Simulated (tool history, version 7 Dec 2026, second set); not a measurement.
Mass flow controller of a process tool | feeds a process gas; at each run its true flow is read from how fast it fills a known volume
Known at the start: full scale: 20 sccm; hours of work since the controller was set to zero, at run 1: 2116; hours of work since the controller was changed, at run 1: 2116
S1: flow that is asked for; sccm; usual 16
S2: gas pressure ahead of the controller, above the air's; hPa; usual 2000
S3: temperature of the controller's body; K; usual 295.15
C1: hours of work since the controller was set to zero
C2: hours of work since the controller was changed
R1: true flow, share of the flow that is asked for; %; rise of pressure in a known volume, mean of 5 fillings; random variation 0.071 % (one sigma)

run,hour,S1,S2,S3,C1,C2,R1
1,0.0,16,2000,295.15,2116,2116,100.76
2,403.4,16,2000,295.15,2340,2340,100.66
3,653.2,3,2000,295.15,2479,2479,99.25
4,1052.7,3,2000,295.15,2701,2701,99.16
5,1310.4,3,2000,295.15,2844,2844,99.03
6,1588.1,3,2000,295.15,2999,2999,99.25
7,2018.9,3,2000,295.15,3238,3238,99.20
8,2398.4,7,2000,295.15,3449,3449,100.29
9,2666.3,7,2000,295.15,3598,3598,100.37
10,3083.7,11,2000,304.15,3830,3830,99.95
11,3384.7,15,1910,297.15,3998,3998,101.12
12,3627.3,16,2340,295.15,4132,4132,101.27
13,3841.3,16,2650,296.15,4251,4251,101.22
14,4018.4,4,1730,296.15,4350,4350,99.77
15,4326.1,15,1680,307.15,4521,4521,100.23
16,4625.3,15,1900,303.15,4687,4687,100.64
17,5059.0,2,2720,294.15,4928,4928,98.00
18,5361.8,16,1850,307.15,5097,5097,100.43

Hidden state or all else? Some run-to-run changes of R1, split into what the settings, what came in and random variation would give without the hidden state, and what is left for the hidden state (with any gauge scatter that isn't in both results):
The hidden state here: flow at rest that the sensor doesn't see, % of full scale; true flow over the shown one, %; drift of the gauge itself on true_pct, %.
Run 16 -> 17: S1 15 -> 2, S2 1900 -> 2720, S3 303.15 -> 294.15. R1 -2.64 %: hidden state -2.61, all else -0.03.
Run 17 -> 18: S1 2 -> 16, S2 2720 -> 1850, S3 294.15 -> 307.15. R1 +2.43 %: hidden state +2.75, all else -0.32.
